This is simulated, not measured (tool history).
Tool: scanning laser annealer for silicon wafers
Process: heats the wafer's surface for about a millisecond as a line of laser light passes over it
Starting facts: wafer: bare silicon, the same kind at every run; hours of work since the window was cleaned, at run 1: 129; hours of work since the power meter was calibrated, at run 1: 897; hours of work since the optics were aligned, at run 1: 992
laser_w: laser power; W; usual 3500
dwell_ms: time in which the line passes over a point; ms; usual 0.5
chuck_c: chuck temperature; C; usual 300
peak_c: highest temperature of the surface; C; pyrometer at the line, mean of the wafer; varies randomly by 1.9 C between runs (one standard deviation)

run   hour  laser_w  dwell_ms  chuck_c  hours of work since the window was cleaned  hours of work since the power meter was calibrated  hours of work since the optics were aligned  peak_c
  1      0     3500       0.5      300                                         129                                                 897                                          992    1041
  2   16.9     3500     0.613      300                                         142                                                 910                                         1005    1114
  3     35     3500     0.613      300                                         155                                                 923                                         1018    1117
  4   50.8     3500     0.613      300                                         167                                                 935                                         1030    1117
  5   73.5     3500     0.613      300                                         184                                                 952                                         1047    1106
  6  102.3     3500     0.613      315                                         205                                                 973                                         1068    1119
  7  134.2     3500       0.5      281                                         229                                                 997                                         1092    1009
  8  153.9     3500       0.5      281                                         244                                                1012                                         1107    1004
  9    175     3500       0.5      281                                         259                                                1027                                         1122    1006
 10  199.6     3500       0.5      300                                         278                                                1046                                         1141    1018
 11  215.2     3500       0.5      300                                         289                                                1057                                         1152    1017
     235.5  -- window over the wafer cleaned
 12  246.6     3227       0.5      300                                           8                                                1079                                         1174     988
 13  260.1     3227       0.5      300                                          18                                                1089                                         1184     984
 14  273.2     3227       0.5      300                                          28                                                1099                                         1194     990
 15  291.1     3227       0.5      300                                          41                                                1112                                         1207     986
 16  313.6     3500     0.464      300                                          58                                                1129                                         1224    1024
 17  341.7     3500     0.464      300                                          79                                                1150                                         1245    1024
 18    365     3500       0.5      300                                          96                                                1167                                         1262    1047
 19  395.1     3500       0.5      300                                         119                                                1189                                         1285    1039
 20  421.2     3500     0.596      300                                         138                                                1209                                         1304    1104
 21  449.1     3500     0.596      300                                         159                                                1230                                         1325    1100
     466.7  -- optics aligned, line set to its width
 22  483.9     3500     0.596      300                                         181                                                1252                                           13    1124
 23    503     3499     0.592      311                                         195                                                1266                                           27    1130
 24  526.7     3499     0.592      311                                         213                                                1284                                           45    1125
 25  545.9     3499     0.592      311                                         227                                                1298                                           59    1125
 26  567.1     3007     0.449      324                                         243                                                1314                                           75     914
 27  581.8     3007     0.448      296                                         254                                                1325                                           86     886
 28  598.3     3007     0.556      296                                         266                                                1337                                           98     948
 29  624.3     3264     0.602      283                                         285                                                1356                                          117    1031
 30  645.4     3368     0.539      283                                         301                                                1372                                          133    1008
     649.5  -- window over the wafer cleaned
 31  675.7     3368     0.539      283                                          19                                                1393                                          154    1055
 32  706.8     3102     0.539      309                                          43                                                1416                                          177    1007
 33  736.4     3102     0.539      309                                          65                                                1438                                          199    1002
 34  763.2     3480       0.5      273                                          85                                                1458                                          219    1035
 35  791.7     3011       0.5      273                                         106                                                1479                                          240     915
 36  805.5     3011       0.5      273                                         116                                                1489                                          250     912
 37    819     3609       0.5      308                                         126                                                1499                                          261    1098
 38  844.2     3609     0.364      330                                         145                                                1518                                          279    1004
 39  857.9     3609     0.364      328                                         155                                                1528                                          289    1007
 40  878.1     3240     0.469      300                                         170                                                1543                                          304     969

Take each entry between the runs: how does the hidden state at the last listed run before it differ from the hidden state at the first listed run after it?
Runs 11 to 12: window over the wafer cleaned (hour 235.5)
  light that passes the window, % of a clean one's: 94.82 -> 99.58; width of the line over the set one, %: 4.61 -> 4.69
  what was measured, less what the result would be without the hidden state, peak_c: -72 -> -26 C
Runs 21 to 22: optics aligned, line set to its width (hour 466.7)
  light that passes the window, % of a clean one's: 97.19 -> 96.82; width of the line over the set one, %: 5.23 -> 0.18
  what was measured, less what the result would be without the hidden state, peak_c: -59 -> -33 C
Runs 30 to 31: window over the wafer cleaned (hour 649.5)
  light that passes the window, % of a clean one's: 94.83 -> 99.51; width of the line over the set one, %: 0.6 -> 0.67
  what was measured, less what the result would be without the hidden state, peak_c: -51 -> -8 C

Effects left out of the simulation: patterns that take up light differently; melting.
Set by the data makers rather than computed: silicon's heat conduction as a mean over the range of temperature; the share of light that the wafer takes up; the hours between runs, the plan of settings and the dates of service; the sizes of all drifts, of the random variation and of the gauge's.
